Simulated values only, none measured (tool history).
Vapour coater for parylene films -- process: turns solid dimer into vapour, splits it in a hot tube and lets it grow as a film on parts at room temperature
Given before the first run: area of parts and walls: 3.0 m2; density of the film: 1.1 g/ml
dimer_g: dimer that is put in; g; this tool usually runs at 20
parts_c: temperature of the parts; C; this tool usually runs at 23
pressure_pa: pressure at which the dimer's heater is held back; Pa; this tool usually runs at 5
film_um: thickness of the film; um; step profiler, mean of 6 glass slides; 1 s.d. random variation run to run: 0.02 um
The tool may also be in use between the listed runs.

Run 1, hour 0: usual settings. Result: film_um 3.24 um.
Run 2, hour 14: usual settings. Result: film_um 3.21 um.
Run 3, hour 32.2: usual settings but pressure_pa 3.83 Pa. Result: film_um 3.32 um.
Run 4, hour 48.3: usual settings but pressure_pa 3.83 Pa. Result: film_um 3.31 um.
Run 5, hour 72.4: usual settings but pressure_pa 3.83 Pa. Result: film_um 3.27 um.
Run 6, hour 90.2: usual settings but pressure_pa 3.83 Pa. Result: film_um 3.27 um.
Run 7, hour 112.1: usual settings but dimer_g 13 g, pressure_pa 3.83 Pa. Result: film_um 2.15 um.
Run 8, hour 135.1: usual settings but dimer_g 16 g, pressure_pa 3.83 Pa. Result: film_um 2.59 um.
Run 9, hour 157.9: usual settings but dimer_g 12 g. Result: film_um 1.89 um.
Run 10, hour 168.9: usual settings. Result: film_um 3.14 um.
Run 11, hour 180.2: usual settings. Result: film_um 3.14 um.
Run 12, hour 201.6: usual settings. Result: film_um 3.14 um.
At hour 204.6: table's thermometer calibrated.
Run 13, hour 215.9: usual settings but pressure_pa 7.54 Pa. Result: film_um 2.98 um.
Run 14, hour 235.4: usual settings but dimer_g 27 g, parts_c 26 C, pressure_pa 4.12 Pa. Result: film_um 3.95 um.
Run 15, hour 259.1: usual settings but dimer_g 11 g, parts_c 34 C, pressure_pa 9.25 Pa. Result: film_um 1.14 um.
Run 16, hour 275.8: usual settings but dimer_g 14 g, parts_c 16 C, pressure_pa 9.25 Pa. Result: film_um 2.5 um.
Run 17, hour 286: usual settings but dimer_g 16 g, parts_c 21 C, pressure_pa 3.47 Pa. Result: film_um 2.74 um.
Run 18, hour 306.5: usual settings but dimer_g 16 g, parts_c 21 C, pressure_pa 3.47 Pa. Result: film_um 2.69 um.
At hour 324: table's thermometer calibrated, once more.
Run 19, hour 324: usual settings but dimer_g 24 g, parts_c 35 C, pressure_pa 4.67 Pa. Result: film_um 2.55 um.
Run 20, hour 346.7: usual settings but dimer_g 24 g, parts_c 35 C, pressure_pa 4.67 Pa. Result: film_um 2.59 um.
Run 21, hour 363.3: usual settings but dimer_g 24 g, parts_c 35 C, pressure_pa 4.67 Pa. Result: film_um 2.55 um.
Run 22, hour 376.2: usual settings but dimer_g 24 g, parts_c 35 C, pressure_pa 4.67 Pa. Result: film_um 2.59 um.
Run 23, hour 397: usual settings but pressure_pa 3.39 Pa. Result: film_um 3.18 um.
Run 24, hour 420.1: usual settings but dimer_g 23 g, pressure_pa 3.39 Pa. Result: film_um 3.64 um.
Run 25, hour 440.4: usual settings but dimer_g 21 g, pressure_pa 2.1 Pa. Result: film_um 3.44 um.

What if the next run were any one of these 5? Each begins from the tool's condition after run 25:
Run A, hour 456.9: usual settings but dimer_g 29 g, parts_c 25 C, pressure_pa 5.86 Pa. Result: film_um ?.
Run B, hour 456.9: usual settings but dimer_g 12 g. Result: film_um ?.
Run C, hour 456.9: usual settings but dimer_g 11 g, pressure_pa 2.1 Pa. Result: film_um ?.
Run D, hour 456.9: usual settings. Result: film_um ?.
Run E, hour 456.9: usual settings but pressure_pa 5.63 Pa. Result: film_um ?.

run  film_um
  A     4.04
  B     1.79
  C     1.83
  D        3
  E     2.95
What these runs would have given with no unlogged condition in the tool:
run  film_um
  A     4.36
  B     1.93
  C     1.97
  D     3.23
  E     3.18
